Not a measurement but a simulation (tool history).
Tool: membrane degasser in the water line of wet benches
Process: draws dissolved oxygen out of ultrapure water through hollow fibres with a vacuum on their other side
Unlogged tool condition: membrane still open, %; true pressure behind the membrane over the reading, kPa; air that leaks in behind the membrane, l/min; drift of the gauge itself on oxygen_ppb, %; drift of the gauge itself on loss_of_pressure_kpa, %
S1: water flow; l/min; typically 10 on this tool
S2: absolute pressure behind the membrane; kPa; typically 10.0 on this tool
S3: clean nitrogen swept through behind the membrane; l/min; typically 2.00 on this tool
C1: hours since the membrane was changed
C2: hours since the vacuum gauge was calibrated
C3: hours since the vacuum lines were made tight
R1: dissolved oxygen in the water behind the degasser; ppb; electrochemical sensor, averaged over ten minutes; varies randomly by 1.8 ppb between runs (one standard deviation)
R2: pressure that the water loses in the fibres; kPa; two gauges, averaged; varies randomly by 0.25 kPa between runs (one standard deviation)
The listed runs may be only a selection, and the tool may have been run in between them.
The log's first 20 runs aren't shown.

run	day	S1	S2	S3	C1	C2	C3	R1	R2
21	164.112	10	11.1	0.96	10183	5518	1654	346.9	72.95
22	172.129	6	7.8	1.05	10375	5711	1846	113.5	43.94
23	177.467	9	9.0	3.41	10503	5839	1974	163.6	65.67
24	185.750	9	9.0	3.41	10702	6038	2173	165.8	65.66
25	196.167	11	24.9	3.67	10952	6288	2423	346.9	81.04
26	206.188	11	24.9	3.67	11193	6528	2663	350.0	81.03
27	213.271	9	24.9	3.37	11363	6698	2833	269.8	66.07
# day 218.592: membrane cartridge changed
28	219.375	8	10.0	1.07	19	6841	2976	183.2	52.34
29	224.329	8	10.0	1.07	138	6960	3095	181.2	52.75
30	231.317	8	7.2	1.41	305	7127	3262	117.2	52.75
31	236.154	10	10.0	2.00	422	7243	3379	189.9	65.63

Here are 3 independent what-if runs from the current tool condition. What would each one return?
A	244.629	10	10.0	2.50	625	7447	3582	?	?
B	244.629	10	10.0	2.30	625	7447	3582	?	?
C	244.629	7	21.8	0.81	625	7447	3582	?	?

run	R1	R2
A	171.0	66.10
B	178.3	66.26
C	419.8	45.78
With the hidden condition removed and each run's random variation left untouched, the same runs would have given:
run	R1	R2
A	163.5	65.66
B	170.4	65.82
C	404.0	45.47
